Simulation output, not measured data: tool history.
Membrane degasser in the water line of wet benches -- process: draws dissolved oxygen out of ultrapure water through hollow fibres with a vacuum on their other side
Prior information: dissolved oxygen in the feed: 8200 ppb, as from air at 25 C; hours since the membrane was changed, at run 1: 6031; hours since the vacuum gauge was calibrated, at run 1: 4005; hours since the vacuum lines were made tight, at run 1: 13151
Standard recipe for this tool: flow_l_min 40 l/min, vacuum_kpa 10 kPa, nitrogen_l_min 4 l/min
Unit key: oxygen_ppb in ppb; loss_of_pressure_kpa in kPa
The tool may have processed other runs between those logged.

run,hour,flow_l_min,vacuum_kpa,nitrogen_l_min,hours since the membrane was changed,hours since the vacuum gauge was calibrated,hours since the vacuum lines were made tight,oxygen_ppb,loss_of_pressure_kpa
1,0,40,10,4,6031,4005,13151,207.6,27.06
2,162,26,10,4,6193,4167,13313,117.6,17.69
# hour 243.2: vacuum gauge calibrated
3,293.3,40,22.1,4,6324,50,13444,468.2,27.21
4,392.8,40,22.1,4,6424,150,13544,473.5,27.34
5,557.5,40,22.1,4,6588,314,13708,462.9,27.27
6,689.5,40,14.5,4,6720,446,13840,304.2,27.49
7,874.1,40,10,4,6905,631,14025,210.4,27.41
8,959,61,10,4.97,6990,716,14110,369,41.52
9,1077.6,61,10,4.97,7108,834,14228,365.2,41.41
10,1250.8,40,19,4,7282,1008,14401,413.6,27.13
11,1338.4,34,14.8,3,7369,1095,14489,326.5,23.19
12,1442.4,34,14.8,3,7473,1199,14593,327.3,23.59
13,1595.6,52,12.1,8.11,7626,1352,14746,247.3,35.54
14,1673.3,27,7.1,8.42,7704,1430,14824,39.7,18.49

What if the next run were any one of these 3? Each begins from the tool's condition after run 14:
A,1808.3,29,17.7,4,7839,1565,14959,?,?
B,1808.3,31,10,5.92,7839,1565,14959,?,?
C,1808.3,40,10,2.63,7839,1565,14959,?,?

run,oxygen_ppb,loss_of_pressure_kpa
A,266.2,20.02
B,106.1,21.24
C,281.5,27.77
Stripped of hidden state, with their random variation kept, the same runs would have yielded:
run,oxygen_ppb,loss_of_pressure_kpa
A,253.7,19.12
B,98.1,20.29
C,264.8,26.54
